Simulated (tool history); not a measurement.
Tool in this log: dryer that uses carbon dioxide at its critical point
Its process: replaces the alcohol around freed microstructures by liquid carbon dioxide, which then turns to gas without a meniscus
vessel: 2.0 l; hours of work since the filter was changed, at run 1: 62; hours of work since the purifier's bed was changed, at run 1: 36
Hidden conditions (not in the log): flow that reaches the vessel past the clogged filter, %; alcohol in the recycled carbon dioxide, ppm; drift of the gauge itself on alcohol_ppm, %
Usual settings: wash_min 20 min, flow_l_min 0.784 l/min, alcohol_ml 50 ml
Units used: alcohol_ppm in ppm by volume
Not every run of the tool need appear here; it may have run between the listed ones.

run	hour	wash_min	flow_l_min	alcohol_ml	hours of work since the filter was changed	hours of work since the purifier's bed was changed	alcohol_ppm
1	0.0	20	0.784	50	62	36	19
2	22.2	20	0.784	50	80	53	34
3	55.4	12	0.784	50	106	79	408
4	83.5	12	0.784	50	128	101	414
5	103.5	12	0.784	50	143	116	437
6	124.8	12	0.784	50	160	133	455
7	159.1	20	0.498	50	187	160	321
8	190.0	20	0.498	50	211	184	351
# hour 217.8: inlet filter changed
9	228.6	20	0.784	35	8	214	36
10	259.7	20	0.784	50	33	238	60
11	280.2	20	0.784	50	49	254	62
12	295.9	27	0.617	90	61	266	59
13	319.4	26	0.684	43	79	285	42
14	336.8	15	0.530	48	93	298	697
15	372.0	15	0.530	101	121	326	1505
16	408.5	20	0.479	72	149	354	561
17	442.5	20	0.639	50	176	381	150
18	472.6	20	0.639	50	199	404	154
19	497.0	20	0.639	50	218	424	156
# hour 514.5: inlet filter changed
20	522.8	20	1.071	50	6	443	57
21	558.4	20	1.071	50	34	471	50

How the hidden state differs across the entries between the runs, from the last listed run before each to the first after it:
In the gap between runs 8 and 9: inlet filter changed (hour 217.8)
  flow that reaches the vessel past the clogged filter, %: 91.9 -> 99; alcohol in the recycled carbon dioxide, ppm: 24.8 -> 27.8
  measured less the result without the state, alcohol_ppm: +123 -> +24 ppm by volume
In the gap between runs 19 and 20: inlet filter changed (hour 514.5)
  flow that reaches the vessel past the clogged filter, %: 91.2 -> 98.8; alcohol in the recycled carbon dioxide, ppm: 49.6 -> 51.6
  measured less the result without the state, alcohol_ppm: +91 -> +48 ppm by volume
